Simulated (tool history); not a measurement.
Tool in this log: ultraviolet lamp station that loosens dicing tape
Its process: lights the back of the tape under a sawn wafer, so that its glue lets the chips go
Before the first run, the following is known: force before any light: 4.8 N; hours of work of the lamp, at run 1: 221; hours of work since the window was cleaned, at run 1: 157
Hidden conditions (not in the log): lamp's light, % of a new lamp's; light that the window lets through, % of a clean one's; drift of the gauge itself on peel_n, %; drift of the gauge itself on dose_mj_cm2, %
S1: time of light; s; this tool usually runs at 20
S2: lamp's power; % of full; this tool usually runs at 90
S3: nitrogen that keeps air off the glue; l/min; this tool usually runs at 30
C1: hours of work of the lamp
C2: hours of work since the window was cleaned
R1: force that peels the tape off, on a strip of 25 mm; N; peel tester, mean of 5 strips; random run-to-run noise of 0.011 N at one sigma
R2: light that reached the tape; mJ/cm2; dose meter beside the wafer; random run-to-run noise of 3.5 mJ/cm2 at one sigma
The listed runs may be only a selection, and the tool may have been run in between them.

run   hour  S1  S2  S3   C1   C2     R1   R2
  1    0.0  20  90  30  221  157  0.687  485
  2    6.6  20  90  30  226  162  0.690  484
  3   19.3  20  90  30  236  172  0.700  478
  4   31.1  20  90  11  245  181  1.189  468
  5   40.3  20  93  30  252  188  0.668  488
  6   52.5  20  93  14  261  197  0.985  482
  7   62.2  27  90  30  268  204  0.422  627
  8   70.5  27  90  30  275  211  0.451  623
  9   82.0  27  90  30  283  219  0.438  616
      89.5  -- window cleaned of glue's vapour
 10   94.7  27  90  30  292    4  0.479  593
 11  102.8  20  65  30  299   10  1.283  318
 12  109.9  20  65  30  304   15  1.306  317
 13  122.2  20  90  41  313   25  0.707  434
     125.8  -- window cleaned of glue's vapour, once more
 14  135.4  20  90  41  323    7  0.567  493
 15  145.1  20  90  41  330   15  0.551  491
 16  154.8  20  90  42  338   22  0.567  490
 17  168.1  20  90  42  348   32  0.598  489
 18  176.2  20  90  42  354   38  0.597  483
 19  183.7  20  90  42  360   44  0.578  473
 20  195.6  20  90  42  369   53  0.604  469
 21  206.0  20  61  20  376   61  1.485  317
 22  219.1  21  90  30  386   71  0.669  485
 23  224.7  22  95  15  391   75  0.826  545
 24  233.0  22  95  21  397   81  0.700  540
 25  242.6  15  84  30  404   88  1.270  321
 26  255.6  20  96  11  414   98  1.165  484
 27  268.6  18  96  11  424  108  1.350  433
 28  274.4  20  70  41  428  112  1.003  350
 29  287.3  20  70  41  438  122  0.982  349
 30  295.2  20  81  40  444  128  0.820  398
 31  304.0  30  71  19  451  135  0.794  520
 32  317.0  30  71  19  460  145  0.783  517
 33  328.3  26  90  42  469  153  0.446  561
 34  335.4  11  65  55  474  159  2.045  172
 35  345.4  19  93  39  482  166  0.745  412
 36  357.6  18  61  11  491  175  2.249  255
 37  364.0  18  65  11  496  180  2.102  271
 38  375.0  10  89  17  504  189  2.256  203
 39  388.3  37  90  17  514  199  0.448  763

Here are 5 independent what-if runs from the current tool condition. What would each one return?
  A  399.9  31  83  36  523  207   ?   ?
  B  399.9  31  90  17  523  207   ?   ?
  C  399.9  36  80  41  523  207   ?   ?
  D  399.9  20  90  13  523  207   ?   ?
  E  399.9  28  85  31  523  207   ?   ?

run     R1   R2
  A  0.466  582
  B  0.616  629
  C  0.320  657
  D  1.293  410
  E  0.549  537
The same runs, with their run-to-run variation unchanged, on a tool lacking any hidden condition would have given:
run     R1   R2
  A  0.264  821
  B  0.342  886
  C  0.191  925
  D  0.804  578
  E  0.296  756
